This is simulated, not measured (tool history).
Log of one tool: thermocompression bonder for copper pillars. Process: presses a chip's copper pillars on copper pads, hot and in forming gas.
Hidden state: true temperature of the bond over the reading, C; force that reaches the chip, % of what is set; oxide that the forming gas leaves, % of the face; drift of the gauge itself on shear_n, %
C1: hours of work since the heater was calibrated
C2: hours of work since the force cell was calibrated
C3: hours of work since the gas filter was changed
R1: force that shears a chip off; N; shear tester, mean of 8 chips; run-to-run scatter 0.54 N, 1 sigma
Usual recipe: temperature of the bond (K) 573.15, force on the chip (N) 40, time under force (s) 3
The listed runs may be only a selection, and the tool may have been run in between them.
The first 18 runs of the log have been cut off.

{"run": 19, "hour": 712.4, "temperature of the bond (K)": 573.15, "force on the chip (N)": 27, "time under force (s)": 3, "C1": 921, "C2": 921, "C3": 334, "R1": 31.1}
{"run": 20, "hour": 759.4, "temperature of the bond (K)": 573.15, "force on the chip (N)": 27, "time under force (s)": 3, "C1": 945, "C2": 945, "C3": 358, "R1": 30.3}
{"run": 21, "hour": 797.1, "temperature of the bond (K)": 573.15, "force on the chip (N)": 27, "time under force (s)": 3, "C1": 964, "C2": 964, "C3": 377, "R1": 30.5}
{"run": 22, "hour": 843.6, "temperature of the bond (K)": 573.15, "force on the chip (N)": 40, "time under force (s)": 8, "C1": 988, "C2": 988, "C3": 401, "R1": 67.2}
{"run": 23, "hour": 868.0, "temperature of the bond (K)": 554.15, "force on the chip (N)": 40, "time under force (s)": 3, "C1": 1001, "C2": 1001, "C3": 414, "R1": 39.6}
{"hour": 896.9, "done": "forming gas filter changed"}
{"run": 24, "hour": 900.9, "temperature of the bond (K)": 573.15, "force on the chip (N)": 27, "time under force (s)": 2, "C1": 1017, "C2": 1017, "C3": 2, "R1": 26.3}
{"run": 25, "hour": 926.6, "temperature of the bond (K)": 573.15, "force on the chip (N)": 27, "time under force (s)": 2, "C1": 1031, "C2": 1031, "C3": 15, "R1": 26}
{"run": 26, "hour": 962.8, "temperature of the bond (K)": 573.15, "force on the chip (N)": 27, "time under force (s)": 2, "C1": 1049, "C2": 1049, "C3": 34, "R1": 26.7}
{"run": 27, "hour": 993.8, "temperature of the bond (K)": 551.15, "force on the chip (N)": 37, "time under force (s)": 2, "C1": 1065, "C2": 1065, "C3": 50, "R1": 31.2}
{"run": 28, "hour": 1035.1, "temperature of the bond (K)": 573.15, "force on the chip (N)": 40, "time under force (s)": 2, "C1": 1087, "C2": 1087, "C3": 71, "R1": 42.7}
{"run": 29, "hour": 1086.4, "temperature of the bond (K)": 555.15, "force on the chip (N)": 43, "time under force (s)": 2, "C1": 1113, "C2": 1113, "C3": 98, "R1": 39.1}
{"run": 30, "hour": 1119.7, "temperature of the bond (K)": 564.15, "force on the chip (N)": 31, "time under force (s)": 3, "C1": 1130, "C2": 1130, "C3": 115, "R1": 33.8}
{"run": 31, "hour": 1162.1, "temperature of the bond (K)": 564.15, "force on the chip (N)": 31, "time under force (s)": 3, "C1": 1152, "C2": 1152, "C3": 137, "R1": 34.2}
{"run": 32, "hour": 1212.7, "temperature of the bond (K)": 573.15, "force on the chip (N)": 29, "time under force (s)": 7, "C1": 1178, "C2": 1178, "C3": 163, "R1": 48}
{"run": 33, "hour": 1269.0, "temperature of the bond (K)": 573.15, "force on the chip (N)": 36, "time under force (s)": 3, "C1": 1207, "C2": 1207, "C3": 192, "R1": 43.6}
{"run": 34, "hour": 1318.0, "temperature of the bond (K)": 599.15, "force on the chip (N)": 30, "time under force (s)": 2, "C1": 1232, "C2": 1232, "C3": 217, "R1": 37}
{"run": 35, "hour": 1346.4, "temperature of the bond (K)": 573.15, "force on the chip (N)": 53, "time under force (s)": 7, "C1": 1247, "C2": 1247, "C3": 232, "R1": 84.2}
{"run": 36, "hour": 1370.9, "temperature of the bond (K)": 544.15, "force on the chip (N)": 26, "time under force (s)": 7, "C1": 1260, "C2": 1260, "C3": 244, "R1": 32.2}
{"run": 37, "hour": 1398.5, "temperature of the bond (K)": 544.15, "force on the chip (N)": 26, "time under force (s)": 7, "C1": 1274, "C2": 1274, "C3": 258, "R1": 31.9}
{"run": 38, "hour": 1443.5, "temperature of the bond (K)": 544.15, "force on the chip (N)": 26, "time under force (s)": 7, "C1": 1297, "C2": 1297, "C3": 282, "R1": 31.4}
{"run": 39, "hour": 1487.0, "temperature of the bond (K)": 546.15, "force on the chip (N)": 40, "time under force (s)": 5, "C1": 1319, "C2": 1319, "C3": 304, "R1": 45.5}

What if the next run were any one of these 3? Each begins from the tool's condition after run 39:
{"run": "A", "hour": 1515.9, "temperature of the bond (K)": 592.15, "force on the chip (N)": 51, "time under force (s)": 3, "C1": 1334, "C2": 1334, "C3": 319, "R1": "?"}
{"run": "B", "hour": 1515.9, "temperature of the bond (K)": 568.15, "force on the chip (N)": 29, "time under force (s)": 2, "C1": 1334, "C2": 1334, "C3": 319, "R1": "?"}
{"run": "C", "hour": 1515.9, "temperature of the bond (K)": 573.15, "force on the chip (N)": 41, "time under force (s)": 5, "C1": 1334, "C2": 1334, "C3": 319, "R1": "?"}

run=A R1=69
run=B R1=25.8
run=C R1=59.6
Stripped of hidden state, with their random variation kept, the same runs would have yielded:
run=A R1=75.4
run=B R1=28.5
run=C R1=65.2
